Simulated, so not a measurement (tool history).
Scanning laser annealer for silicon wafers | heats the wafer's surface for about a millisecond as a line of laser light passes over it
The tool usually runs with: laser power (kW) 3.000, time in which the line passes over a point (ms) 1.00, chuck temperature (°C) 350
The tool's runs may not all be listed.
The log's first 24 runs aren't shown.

run     day  laser power (kW)  time in which the line passes over a point (ms)  chuck temperature (°C)  hours of work since the window was cleaned  hours of work since the power meter was calibrated  hours of work since the optics were aligned  highest temperature of the surface (°C)
 25  18.342             3.000                                             0.93                     346                                         596                                                 596                                          544                                     1032
 26  18.925             2.771                                             0.73                     376                                         605                                                 605                                          553                                      936
 27  19.971             2.771                                             0.80                     346                                         621                                                 621                                          568                                      930
 28  20.950             2.771                                             0.99                     352                                         635                                                 635                                          583                                      996
     21.100  -- window over the wafer cleaned
 29  21.858             2.771                                             0.99                     352                                          11                                                 648                                          595                                      983
 30  22.842             3.044                                             0.99                     352                                          26                                                 662                                          610                                     1060
 31  23.450             3.044                                             0.99                     352                                          35                                                 671                                          619                                     1060
 32  24.079             3.044                                             0.99                     352                                          44                                                 681                                          628                                     1058
 33  24.762             2.552                                             0.95                     352                                          55                                                 691                                          639                                      914
     25.408  -- window over the wafer cleaned, once more
 34  25.667             3.224                                             1.15                     316                                           4                                                 703                                          651                                     1150
 35  26.496             3.000                                             1.06                     321                                          16                                                 716                                          663                                     1058
 36  26.996             3.000                                             1.06                     324                                          24                                                 723                                          671                                     1061
 37  27.925             3.057                                             1.17                     350                                          37                                                 737                                          684                                     1138
 38  28.704             3.116                                             0.75                     359                                          49                                                 748                                          696                                     1020

Run 39 comes next. What will it give?
 39  29.225             2.921                                             0.79                     323                                          57                                                 756                                          704                                        ?

{"run 39": {"highest temperature of the surface (°C)": 950}}
With the hidden condition absent and the run-to-run variation left alone, this run would have shown highest temperature of the surface (°C) 955.

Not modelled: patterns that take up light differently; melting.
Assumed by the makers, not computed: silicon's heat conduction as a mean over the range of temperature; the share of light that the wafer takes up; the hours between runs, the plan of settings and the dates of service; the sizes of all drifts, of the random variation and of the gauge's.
